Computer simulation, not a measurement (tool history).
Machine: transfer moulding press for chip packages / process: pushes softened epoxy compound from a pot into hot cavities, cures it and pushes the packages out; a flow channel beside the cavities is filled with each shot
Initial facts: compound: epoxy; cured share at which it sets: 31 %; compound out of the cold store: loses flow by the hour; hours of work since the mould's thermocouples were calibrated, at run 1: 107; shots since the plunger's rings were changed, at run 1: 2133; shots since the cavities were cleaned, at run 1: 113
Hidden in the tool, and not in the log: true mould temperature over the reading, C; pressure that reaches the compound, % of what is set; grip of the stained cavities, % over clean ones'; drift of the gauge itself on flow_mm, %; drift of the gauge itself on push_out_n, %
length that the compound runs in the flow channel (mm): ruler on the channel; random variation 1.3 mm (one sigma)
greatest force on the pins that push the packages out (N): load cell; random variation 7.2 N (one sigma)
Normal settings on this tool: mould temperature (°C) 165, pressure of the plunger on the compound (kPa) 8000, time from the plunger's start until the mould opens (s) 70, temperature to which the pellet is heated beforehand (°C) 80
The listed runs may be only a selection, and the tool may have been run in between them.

run   hour  mould temperature (°C)  pressure of the plunger on the compound (kPa)  time from the plunger's start until the mould opens (s)  temperature to which the pellet is heated beforehand (°C)  hours of work since the mould's thermocouples were calibrated  shots since the plunger's rings were changed  shots since the cavities were cleaned  incoming compound's hours out of the cold store  length that the compound runs in the flow channel (mm)  greatest force on the pins that push the packages out (N)
  1    0.0                     165                                           8000                                                       70                                                         80                                                            107                                          2133                                    113                                             15.1                                                     617                                                        400
      22.6  -- cavities cleaned with cleaning compound and waxed
      29.8  -- plunger's sealing rings changed
  2   31.1                     165                                           8000                                                       70                                                         75                                                            126                                            19                                     90                                             46.3                                                     551                                                        352
  3   51.7                     165                                           8000                                                       70                                                         75                                                            140                                           328                                    399                                             39.7                                                     564                                                        496
      56.7  -- cavities cleaned with cleaning compound and waxed
      87.1  -- cavities cleaned with cleaning compound and waxed
  4   95.9                     165                                           8000                                                       70                                                         80                                                            168                                           944                                    132                                             41.0                                                     555                                                        353
     118.4  -- cavities cleaned with cleaning compound and waxed
  5  133.0                     165                                           8000                                                       70                                                         80                                                            192                                          1477                                    217                                             23.5                                                     599                                                        436
     149.7  -- cavities cleaned with cleaning compound and waxed
  6  152.2                     165                                           8000                                                       70                                                         80                                                            205                                          1742                                     37                                             31.8                                                     574                                                        344
     179.8  -- cavities cleaned with cleaning compound and waxed
  7  190.1                     165                                           8000                                                       70                                                         80                                                            230                                          2288                                    155                                             31.5                                                     572                                                        415
     207.9  -- plunger's sealing rings changed
     212.7  -- cavities cleaned with cleaning compound and waxed
  8  227.9                     165                                           8000                                                       70                                                         80                                                            253                                           278                                    228                                             13.5                                                     635                                                        478
     243.0  -- cavities cleaned with cleaning compound and waxed
  9  267.6                     165                                           8000                                                       70                                                         80                                                            279                                           849                                    368                                             13.0                                                     636                                                        528
     271.6  -- cavities cleaned with cleaning compound and waxed
     303.7  -- cavities cleaned with cleaning compound and waxed
 10  304.7                     165                                           8000                                                       70                                                         80                                                            302                                          1360                                     15                                             11.8                                                     634                                                        354
     332.5  -- cavities cleaned with cleaning compound and waxed
 11  342.5                     165                                           8000                                                       70                                                         80                                                            327                                          1904                                    150                                             33.4                                                     570                                                        410
     362.3  -- cavities cleaned with cleaning compound and waxed
 12  383.9                     165                                           8000                                                       70                                                         80                                                            355                                          2501                                    323                                             25.4                                                     586                                                        498
     389.5  -- plunger's sealing rings changed
     394.9  -- cavities cleaned with cleaning compound and waxed
     425.5  -- cavities cleaned with cleaning compound and waxed
 13  427.8                     165                                           8000                                                       70                                                         80                                                            381                                           529                                     34                                             43.7                                                     553                                                        319
 14  452.4                     165                                           8000                                                       54                                                         80                                                            398                                           898                                    403                                             45.5                                                     543                                                        951
     456.3  -- cavities cleaned with cleaning compound and waxed
     462.2  -- mould's thermocouples calibrated
     487.7  -- cavities cleaned with cleaning compound and waxed
 15  498.0                     168                                           8000                                                       70                                                         84                                                             24                                          1506                                    154                                             22.7                                                     590                                                        307
     517.9  -- cavities cleaned with cleaning compound and waxed
 16  524.8                     168                                           8000                                                       70                                                         84                                                             41                                          1885                                    103                                             33.8                                                     556                                                        279
 17  542.2                     167                                           8000                                                       86                                                         89                                                             53                                          2145                                    363                                             12.5                                                     615                                                        272
     549.0  -- cavities cleaned with cleaning compound and waxed
     572.4  -- plunger's sealing rings changed
 18  576.6                     167                                           7960                                                      108                                                         89                                                             74                                            63                                    377                                             29.4                                                     581                                                        255
     581.3  -- cavities cleaned with cleaning compound and waxed
     610.5  -- cavities cleaned with cleaning compound and waxed
 19  613.2                     167                                           7960                                                      108                                                         89                                                             97                                           566                                     40                                             46.0                                                     534                                                        178
 20  633.2                     162                                           6160                                                      108                                                         85                                                            111                                           865                                    339                                             16.8                                                     553                                                        271
     640.1  -- cavities cleaned with cleaning compound and waxed
 21  656.9                     165                                           8000                                                       70                                                         79                                                            126                                          1197                                    252                                             46.3                                                     538                                                        403
     669.6  -- cavities cleaned with cleaning compound and waxed
     698.3  -- cavities cleaned with cleaning compound and waxed
 22  700.8                     159                                           9810                                                       60                                                         81                                                            154                                          1810                                     37                                             18.2                                                     699                                                        735
 23  723.0                     159                                           9890                                                       70                                                         74                                                            169                                          2142                                    369                                             45.2                                                     614                                                        721
     729.6  -- cavities cleaned with cleaning compound and waxed
 24  746.9                     159                                           9890                                                       70                                                         74                                                            184                                          2477                                    258                                             26.5                                                     669                                                        709
     751.7  -- plunger's sealing rings changed
     763.9  -- cavities cleaned with cleaning compound and waxed
 25  775.9                     159                                           9890                                                       70                                                         74                                                            202                                           340                                    179                                             27.6                                                     685                                                        677
     793.7  -- cavities cleaned with cleaning compound and waxed
 26  800.1                     159                                           9260                                                       50                                                         74                                                            217                                           679                                     95                                             27.6                                                     660                                                       1019
     824.6  -- cavities cleaned with cleaning compound and waxed
 27  828.2                     159                                           9260                                                       50                                                         74                                                            235                                          1078                                     54                                             29.8                                                     650                                                        927

Branching from run 27: 3 alternative next runs. What would each branch give?
     854.3  -- cavities cleaned with cleaning compound and waxed
  A  869.3                     162                                           9260                                                      102                                                         74                                                            263                                          1671                                    225                                             21.5                                                       ?                                                          ?
     854.3  -- cavities cleaned with cleaning compound and waxed
  B  869.3                     165                                           6990                                                       71                                                         80                                                            263                                          1671                                    225                                             10.1                                                       ?                                                          ?
     854.3  -- cavities cleaned with cleaning compound and waxed
  C  869.3                     168                                           8110                                                       50                                                         82                                                            263                                          1671                                    225                                             33.7                                                       ?                                                          ?

run  length that the compound runs in the flow channel (mm)  greatest force on the pins that push the packages out (N)
  A                                                     660                                                        250
  B                                                     594                                                        455
  C                                                     564                                                        822
Without the tool's hidden state the same runs would have given:
run  length that the compound runs in the flow channel (mm)  greatest force on the pins that push the packages out (N)
  A                                                     674                                                        173
  B                                                     607                                                        312
  C                                                     576                                                        569
